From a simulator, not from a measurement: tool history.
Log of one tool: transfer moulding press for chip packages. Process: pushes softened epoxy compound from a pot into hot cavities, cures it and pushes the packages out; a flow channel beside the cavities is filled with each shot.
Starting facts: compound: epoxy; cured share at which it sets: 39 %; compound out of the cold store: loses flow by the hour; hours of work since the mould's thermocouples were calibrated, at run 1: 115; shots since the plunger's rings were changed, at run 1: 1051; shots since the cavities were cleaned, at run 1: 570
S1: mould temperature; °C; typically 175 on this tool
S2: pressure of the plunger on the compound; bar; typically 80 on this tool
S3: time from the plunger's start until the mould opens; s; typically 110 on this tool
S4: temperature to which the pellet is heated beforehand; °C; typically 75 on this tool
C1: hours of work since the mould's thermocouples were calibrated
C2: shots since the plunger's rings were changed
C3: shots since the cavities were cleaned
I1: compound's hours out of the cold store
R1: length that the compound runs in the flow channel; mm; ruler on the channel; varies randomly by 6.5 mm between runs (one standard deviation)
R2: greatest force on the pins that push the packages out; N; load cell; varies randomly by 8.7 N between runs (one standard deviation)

run 1 hour=0 | S1=175 S2=80 S3=110 S4=75 | C1=115 C2=1051 C3=570 | I1=20.5 | R1=772 R2=406
run 2 hour=20 | S1=175 S2=80 S3=110 S4=75 | C1=125 C2=1215 C3=734 | I1=38.9 | R1=736 R2=406
run 3 hour=38.7 | S1=175 S2=80 S3=110 S4=75 | C1=135 C2=1369 C3=888 | I1=9 | R1=770 R2=408
run 4 hour=55.4 | S1=175 S2=75.7 S3=110 S4=75 | C1=144 C2=1507 C3=1026 | I1=28 | R1=729 R2=408
-- hour=67.2 cavities cleaned with cleaning compound and waxed
run 5 hour=77.6 | S1=175 S2=75.7 S3=103 S4=75 | C1=155 C2=1678 C3=86 | I1=13.8 | R1=750 R2=439
run 6 hour=87.4 | S1=175 S2=75.7 S3=103 S4=75 | C1=160 C2=1759 C3=167 | I1=43.6 | R1=685 R2=406
run 7 hour=102.9 | S1=175 S2=80 S3=110 S4=73 | C1=168 C2=1886 C3=294 | I1=35 | R1=723 R2=389
run 8 hour=123.3 | S1=175 S2=80 S3=120 S4=75 | C1=179 C2=2054 C3=462 | I1=14.9 | R1=761 R2=360
run 9 hour=135.2 | S1=172 S2=80 S3=120 S4=75 | C1=185 C2=2152 C3=560 | I1=21.8 | R1=780 R2=416
run 10 hour=148.9 | S1=175 S2=80 S3=140 S4=75 | C1=193 C2=2265 C3=673 | I1=10.4 | R1=762 R2=334
run 11 hour=161.6 | S1=175 S2=80 S3=110 S4=75 | C1=199 C2=2369 C3=777 | I1=44 | R1=722 R2=383
run 12 hour=175.2 | S1=175 S2=84.6 S3=110 S4=75 | C1=207 C2=2481 C3=889 | I1=39.1 | R1=751 R2=395
run 13 hour=184.4 | S1=175 S2=84.6 S3=95 S4=75 | C1=211 C2=2558 C3=966 | I1=12.4 | R1=792 R2=521
run 14 hour=201.3 | S1=175 S2=99.1 S3=110 S4=75 | C1=220 C2=2697 C3=1105 | I1=37.6 | R1=806 R2=404
-- hour=204.2 cavities cleaned with cleaning compound and waxed
run 15 hour=225 | S1=175 S2=99.1 S3=110 S4=76 | C1=232 C2=2880 C3=172 | I1=47 | R1=793 R2=389
run 16 hour=238.9 | S1=183 S2=88.7 S3=115 S4=75 | C1=239 C2=2994 C3=286 | I1=13.8 | R1=767 R2=329
run 17 hour=248.4 | S1=179 S2=89.1 S3=146 S4=81 | C1=244 C2=3073 C3=365 | I1=38.3 | R1=744 R2=309
run 18 hour=265.7 | S1=173 S2=73.5 S3=110 S4=75 | C1=254 C2=3215 C3=507 | I1=23.7 | R1=730 R2=446
run 19 hour=282.3 | S1=175 S2=85.1 S3=132 S4=75 | C1=262 C2=3352 C3=644 | I1=29.8 | R1=771 R2=361
run 20 hour=292.4 | S1=175 S2=78.4 S3=110 S4=76 | C1=268 C2=3435 C3=727 | I1=15.2 | R1=753 R2=396
run 21 hour=309.9 | S1=175 S2=78.4 S3=110 S4=76 | C1=277 C2=3579 C3=871 | I1=32.6 | R1=730 R2=385
run 22 hour=322.7 | S1=175 S2=78.4 S3=110 S4=76 | C1=284 C2=3685 C3=977 | I1=10.7 | R1=754 R2=418
-- hour=340.5 cavities cleaned with cleaning compound and waxed
run 23 hour=346.2 | S1=175 S2=78.4 S3=110 S4=76 | C1=295 C2=3865 C3=46 | I1=13.6 | R1=751 R2=401
run 24 hour=358.8 | S1=175 S2=78.4 S3=110 S4=76 | C1=302 C2=3970 C3=151 | I1=8 | R1=767 R2=405
run 25 hour=373.2 | S1=175 S2=78.4 S3=110 S4=76 | C1=310 C2=4088 C3=269 | I1=14.6 | R1=762 R2=396
run 26 hour=385.5 | S1=175 S2=80 S3=119 S4=75 | C1=316 C2=4189 C3=370 | I1=10.9 | R1=768 R2=339
run 27 hour=406.9 | S1=168 S2=75.3 S3=119 S4=77 | C1=327 C2=4366 C3=547 | I1=9.5 | R1=776 R2=569
run 28 hour=424.7 | S1=168 S2=80.5 S3=119 S4=69 | C1=337 C2=4513 C3=694 | I1=12.4 | R1=799 R2=586
run 29 hour=438.7 | S1=168 S2=80.5 S3=119 S4=69 | C1=344 C2=4628 C3=809 | I1=40 | R1=758 R2=567
run 30 hour=460.2 | S1=168 S2=82 S3=102 S4=75 | C1=355 C2=4805 C3=986 | I1=14 | R1=806 R2=806

What if the next run were any one of these 3? Each begins from the tool's condition after run 30:
-- hour=477.6 cavities cleaned with cleaning compound and waxed
run A hour=479.3 | S1=179 S2=82 S3=131 S4=80 | C1=365 C2=4950 C3=14 | I1=19.1 | R1=? R2=?
-- hour=477.6 cavities cleaned with cleaning compound and waxed
run B hour=479.3 | S1=175 S2=86.8 S3=130 S4=75 | C1=365 C2=4950 C3=14 | I1=31.2 | R1=? R2=?
-- hour=477.6 cavities cleaned with cleaning compound and waxed
run C hour=479.3 | S1=178 S2=82 S3=95 S4=69 | C1=365 C2=4950 C3=14 | I1=43.8 | R1=? R2=?

run=A R1=747 R2=332
run=B R1=759 R2=326
run=C R1=716 R2=391
Stripped of hidden state, with their random variation kept, the same runs would have yielded:
run=A R1=747 R2=332
run=B R1=760 R2=326
run=C R1=717 R2=391
